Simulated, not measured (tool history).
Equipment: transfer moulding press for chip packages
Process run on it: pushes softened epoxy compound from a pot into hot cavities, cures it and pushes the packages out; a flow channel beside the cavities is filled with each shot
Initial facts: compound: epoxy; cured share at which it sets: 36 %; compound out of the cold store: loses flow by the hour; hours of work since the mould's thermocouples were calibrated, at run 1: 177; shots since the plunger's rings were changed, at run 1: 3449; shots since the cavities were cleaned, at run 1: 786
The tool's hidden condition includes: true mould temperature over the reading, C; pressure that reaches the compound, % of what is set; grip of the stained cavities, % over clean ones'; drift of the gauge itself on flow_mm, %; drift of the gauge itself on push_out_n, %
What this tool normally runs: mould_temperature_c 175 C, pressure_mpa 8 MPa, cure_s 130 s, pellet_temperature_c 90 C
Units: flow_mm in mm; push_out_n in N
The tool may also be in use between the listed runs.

run   hour  mould_temperature_c  pressure_mpa  cure_s  pellet_temperature_c  hours of work since the mould's thermocouples were calibrated  shots since the plunger's rings were changed  shots since the cavities were cleaned  incoming compound's hours out of the cold store  flow_mm  push_out_n
  1      0                  175             8     130                    90                                                            177                                          3449                                    786                                             24.2      560         429
  2   15.6                  175             8     130                    90                                                            185                                          3579                                    916                                             43.6      526         429
  3     33                  175             8     130                    90                                                            194                                          3725                                   1062                                             32.5      541         432
      37.3  -- cavities cleaned with cleaning compound and waxed
  4   58.3                  175             8     130                    90                                                            207                                          3924                                    176                                             13.2      587         332
  5   93.9                  175             8     130                    90                                                            226                                          4222                                    474                                             38.1      524         389
  6  128.3                  175             8     130                    90                                                            244                                          4510                                    762                                             18.8      566         429
  7  156.9                  175             8     130                    90                                                            259                                          4748                                   1000                                             17.5      567         432
     166.6  -- cavities cleaned with cleaning compound and waxed
  8  193.7                  175             8     130                    90                                                            278                                          5044                                    227                                             16.7      567         327
  9  222.1                  175             8     130                    90                                                            293                                          5282                                    465                                             27.4      539         381
 10    237                  175          6.64     130                    90                                                            301                                          5406                                    589                                             28.7      494         390
 11  265.7                  169          6.64     130                    90                                                            316                                          5646                                    829                                             16.4      519         601
 12  282.7                  175             8     130                    90                                                            325                                          5788                                    971                                             16.6      557         425
     296.3  -- cavities cleaned with cleaning compound and waxed
 13    303                  175             8     130                    90                                                            335                                          5946                                     56                                             46.7      489         258
 14  338.1                  175             8     130                    90                                                            354                                          6240                                    350                                             46.9      495         337
 15  355.6                  173          6.23     130                    90                                                            363                                          6386                                    496                                             43.9      439         408
 16  383.8                  173          6.38     132                    90                                                            378                                          6621                                    731                                             25.8      471         439
     405.3  -- plunger's sealing rings changed
 17    416                  175             8     130                    99                                                            394                                            89                                    980                                             29.7      595         415
     428.6  -- cavities cleaned with cleaning compound and waxed
 18  449.9                  175             8     130                    99                                                            411                                           360                                    178                                             18.4      615         317
 19  470.6                  175          7.47     130                    86                                                            422                                           533                                    351                                              8.7      614         372
 20  488.3                  175          9.25     130                    90                                                            432                                           681                                    499                                             19.2      655         387
 21  516.7                  175          9.25     130                    90                                                            447                                           919                                    737                                             32.6      618         392
 22  549.7                  175          6.95     130                    90                                                            464                                          1195                                   1013                                               37      521         420
     553.5  -- mould's thermocouples calibrated
     560.7  -- cavities cleaned with cleaning compound and waxed
 23  576.8                  175           6.3     130                    90                                                             12                                          1393                                    135                                               29      516         304
 24  607.3                  175           6.3     130                    90                                                             28                                          1648                                    390                                             45.3      475         369
 25  629.4                  175             8     143                    90                                                             40                                          1832                                    574                                             32.4      563         372
 26  646.6                  178             8     122                    96                                                             49                                          1976                                    718                                             17.8      596         407
 27  670.7                  170             8     130                    90                                                             62                                          2178                                    920                                             29.7      577         547

Branching from run 27: 4 alternative next runs. What would each branch give?
     691.1  -- cavities cleaned with cleaning compound and waxed
  A  707.3                  170          7.07     130                   100                                                             80                                          2472                                    136                                              9.1        ?           ?
     691.1  -- cavities cleaned with cleaning compound and waxed
  B  707.3                  167             8     130                    90                                                             80                                          2472                                    136                                             35.1        ?           ?
     691.1  -- cavities cleaned with cleaning compound and waxed
  C  707.3                  170             8     137                    88                                                             80                                          2472                                    136                                             37.2        ?           ?
     691.1  -- cavities cleaned with cleaning compound and waxed
  D  707.3                  183             8     127                    90                                                             80                                          2472                                    136                                             42.6        ?           ?

run  flow_mm  push_out_n
  A      593         407
  B      567         464
  C      557         346
  D      515         259
The same runs, with their run-to-run variation unchanged, on a tool lacking any hidden condition would have given:
run  flow_mm  push_out_n
  A      622         329
  B      594         375
  C      584         278
  D      540         206

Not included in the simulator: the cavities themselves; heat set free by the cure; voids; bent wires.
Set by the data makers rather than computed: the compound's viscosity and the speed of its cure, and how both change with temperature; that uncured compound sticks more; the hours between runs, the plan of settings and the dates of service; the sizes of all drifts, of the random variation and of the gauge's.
